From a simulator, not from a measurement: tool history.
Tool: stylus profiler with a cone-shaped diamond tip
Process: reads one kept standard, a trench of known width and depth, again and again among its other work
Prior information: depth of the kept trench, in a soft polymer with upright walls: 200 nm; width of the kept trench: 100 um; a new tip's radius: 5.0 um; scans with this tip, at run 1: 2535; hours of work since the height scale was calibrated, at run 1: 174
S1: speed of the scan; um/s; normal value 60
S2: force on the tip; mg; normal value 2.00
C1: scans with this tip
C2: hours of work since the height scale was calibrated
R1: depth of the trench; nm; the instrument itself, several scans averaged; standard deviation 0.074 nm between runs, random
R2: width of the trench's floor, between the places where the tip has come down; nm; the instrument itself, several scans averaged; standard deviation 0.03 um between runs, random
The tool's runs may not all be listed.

{"run": 1, "day": 0.0, "S1": 60, "S2": 2.0, "C1": 2535, "C2": 174, "R1": 202.57, "R2": 96960}
{"run": 2, "day": 0.554, "S1": 121, "S2": 2.0, "C1": 2624, "C2": 180, "R1": 202.72, "R2": 96740}
{"run": 3, "day": 1.542, "S1": 60, "S2": 2.0, "C1": 2785, "C2": 191, "R1": 202.7, "R2": 96980}
{"run": 4, "day": 2.117, "S1": 60, "S2": 2.0, "C1": 2878, "C2": 197, "R1": 202.63, "R2": 97020}
{"run": 5, "day": 2.625, "S1": 21, "S2": 2.0, "C1": 2960, "C2": 203, "R1": 202.71, "R2": 97080}
{"run": 6, "day": 3.233, "S1": 173, "S2": 2.0, "C1": 3059, "C2": 210, "R1": 202.75, "R2": 96460}
{"run": 7, "day": 3.688, "S1": 75, "S2": 2.0, "C1": 3132, "C2": 215, "R1": 202.59, "R2": 96840}
{"run": 8, "day": 4.212, "S1": 18, "S2": 2.0, "C1": 3217, "C2": 221, "R1": 202.71, "R2": 97110}
{"run": 9, "day": 4.85, "S1": 18, "S2": 2.0, "C1": 3320, "C2": 228, "R1": 202.66, "R2": 97090}
{"run": 10, "day": 5.762, "S1": 140, "S2": 2.0, "C1": 3468, "C2": 238, "R1": 202.58, "R2": 96690}
{"run": 11, "day": 6.371, "S1": 60, "S2": 2.0, "C1": 3566, "C2": 244, "R1": 202.65, "R2": 96940}
{"run": 12, "day": 7.408, "S1": 60, "S2": 3.6, "C1": 3735, "C2": 256, "R1": 203.96, "R2": 97010}
{"run": 13, "day": 8.425, "S1": 60, "S2": 3.6, "C1": 3899, "C2": 267, "R1": 204.04, "R2": 96960}
{"run": 14, "day": 9.133, "S1": 17, "S2": 2.0, "C1": 4014, "C2": 275, "R1": 202.67, "R2": 97080}
{"run": 15, "day": 9.7, "S1": 17, "S2": 2.0, "C1": 4106, "C2": 281, "R1": 202.68, "R2": 97030}
{"run": 16, "day": 10.529, "S1": 17, "S2": 2.0, "C1": 4240, "C2": 291, "R1": 202.76, "R2": 97070}
{"run": 17, "day": 11.071, "S1": 103, "S2": 2.0, "C1": 4328, "C2": 297, "R1": 202.68, "R2": 96810}
{"run": 18, "day": 11.917, "S1": 109, "S2": 2.0, "C1": 4465, "C2": 306, "R1": 202.79, "R2": 96710}
{"run": 19, "day": 12.929, "S1": 109, "S2": 2.0, "C1": 4629, "C2": 317, "R1": 202.71, "R2": 96720}
{"run": 20, "day": 13.846, "S1": 60, "S2": 1.02, "C1": 4777, "C2": 327, "R1": 201.62, "R2": 96850}
{"run": 21, "day": 14.479, "S1": 60, "S2": 1.02, "C1": 4880, "C2": 334, "R1": 201.72, "R2": 96830}
{"run": 22, "day": 15.558, "S1": 60, "S2": 1.06, "C1": 5054, "C2": 346, "R1": 201.85, "R2": 96820}
{"run": 23, "day": 16.225, "S1": 161, "S2": 2.0, "C1": 5162, "C2": 354, "R1": 202.6, "R2": 96480}
{"run": 24, "day": 17.062, "S1": 161, "S2": 2.0, "C1": 5298, "C2": 363, "R1": 202.81, "R2": 96460}
{"run": 25, "day": 17.696, "S1": 27, "S2": 2.0, "C1": 5401, "C2": 370, "R1": 202.62, "R2": 97070}
{"run": 26, "day": 18.767, "S1": 93, "S2": 2.09, "C1": 5574, "C2": 382, "R1": 202.76, "R2": 96880}
{"run": 27, "day": 19.579, "S1": 102, "S2": 0.91, "C1": 5705, "C2": 391, "R1": 201.68, "R2": 96530}
{"run": 28, "day": 20.246, "S1": 102, "S2": 0.91, "C1": 5814, "C2": 398, "R1": 201.68, "R2": 96550}
{"run": 29, "day": 21.288, "S1": 102, "S2": 0.91, "C1": 5983, "C2": 410, "R1": 201.62, "R2": 96590}
{"run": 30, "day": 21.796, "S1": 102, "S2": 0.91, "C1": 6065, "C2": 416, "R1": 201.41, "R2": 96540}
{"run": 31, "day": 22.525, "S1": 91, "S2": 3.45, "C1": 6183, "C2": 424, "R1": 203.87, "R2": 96850}
{"run": 32, "day": 23.538, "S1": 91, "S2": 3.45, "C1": 6347, "C2": 435, "R1": 203.82, "R2": 96920}
{"run": 33, "day": 24.504, "S1": 123, "S2": 5.59, "C1": 6503, "C2": 446, "R1": 205.19, "R2": 96810}
{"run": 34, "day": 25.088, "S1": 141, "S2": 0.67, "C1": 6598, "C2": 452, "R1": 201.36, "R2": 96160}
{"run": 35, "day": 25.971, "S1": 199, "S2": 2.07, "C1": 6741, "C2": 462, "R1": 202.81, "R2": 96360}
{"run": 36, "day": 26.608, "S1": 42, "S2": 1.04, "C1": 6844, "C2": 469, "R1": 201.64, "R2": 96920}
{"run": 37, "day": 27.525, "S1": 60, "S2": 1.46, "C1": 6992, "C2": 479, "R1": 202.17, "R2": 96870}
{"run": 38, "day": 28.354, "S1": 60, "S2": 1.46, "C1": 7126, "C2": 488, "R1": 202.04, "R2": 96890}
{"run": 39, "day": 28.954, "S1": 64, "S2": 2.0, "C1": 7224, "C2": 495, "R1": 202.66, "R2": 96890}
{"run": 40, "day": 29.738, "S1": 82, "S2": 3.43, "C1": 7351, "C2": 504, "R1": 203.94, "R2": 96930}
{"run": 41, "day": 30.642, "S1": 82, "S2": 3.43, "C1": 7497, "C2": 514, "R1": 203.88, "R2": 96930}
{"run": 42, "day": 31.717, "S1": 21, "S2": 0.89, "C1": 7671, "C2": 526, "R1": 201.47, "R2": 97060}
{"run": 43, "day": 32.404, "S1": 55, "S2": 2.19, "C1": 7782, "C2": 533, "R1": 203.01, "R2": 96940}
{"run": 44, "day": 33.475, "S1": 74, "S2": 1.72, "C1": 7956, "C2": 545, "R1": 202.48, "R2": 96860}
{"run": 45, "day": 34.104, "S1": 20, "S2": 4.56, "C1": 8058, "C2": 552, "R1": 204.67, "R2": 97160}
{"run": 46, "day": 35.138, "S1": 50, "S2": 1.89, "C1": 8225, "C2": 564, "R1": 202.61, "R2": 96940}
{"run": 47, "day": 36.238, "S1": 50, "S2": 1.89, "C1": 8404, "C2": 576, "R1": 202.57, "R2": 97020}

Each run again, without the hidden state but with its own random variation kept:
Hidden conditions of the tool in this case: radius of the tip, um; height scale over the true one, %; drift of the gauge itself on depth_nm, %; drift of the gauge itself on floor_um, %.
run=1 R2=96970
run=2 R2=96750
run=3 R2=96990
run=4 R2=97030
run=5 R2=97090
run=6 R2=96470
run=7 R2=96850
run=8 R2=97120
run=9 R2=97100
run=10 R2=96700
run=11 R2=96960
run=12 R2=97030
run=13 R2=96970
run=14 R2=97090
run=15 R2=97040
run=16 R2=97080
run=17 R2=96830
run=18 R2=96730
run=19 R2=96730
run=20 R2=96870
run=21 R2=96840
run=22 R2=96840
run=23 R2=96500
run=24 R2=96480
run=25 R2=97080
run=26 R2=96900
run=27 R2=96550
run=28 R2=96560
run=29 R2=96600
run=30 R2=96560
run=31 R2=96870
run=32 R2=96940
run=33 R2=96830
run=34 R2=96180
run=35 R2=96380
run=36 R2=96940
run=37 R2=96890
run=38 R2=96910
run=39 R2=96910
run=40 R2=96960
run=41 R2=96950
run=42 R2=97080
run=43 R2=96970
run=44 R2=96890
run=45 R2=97190
run=46 R2=96960
run=47 R2=97050
R1 without the hidden state stays within 0.01 nm of what was measured, in all runs.
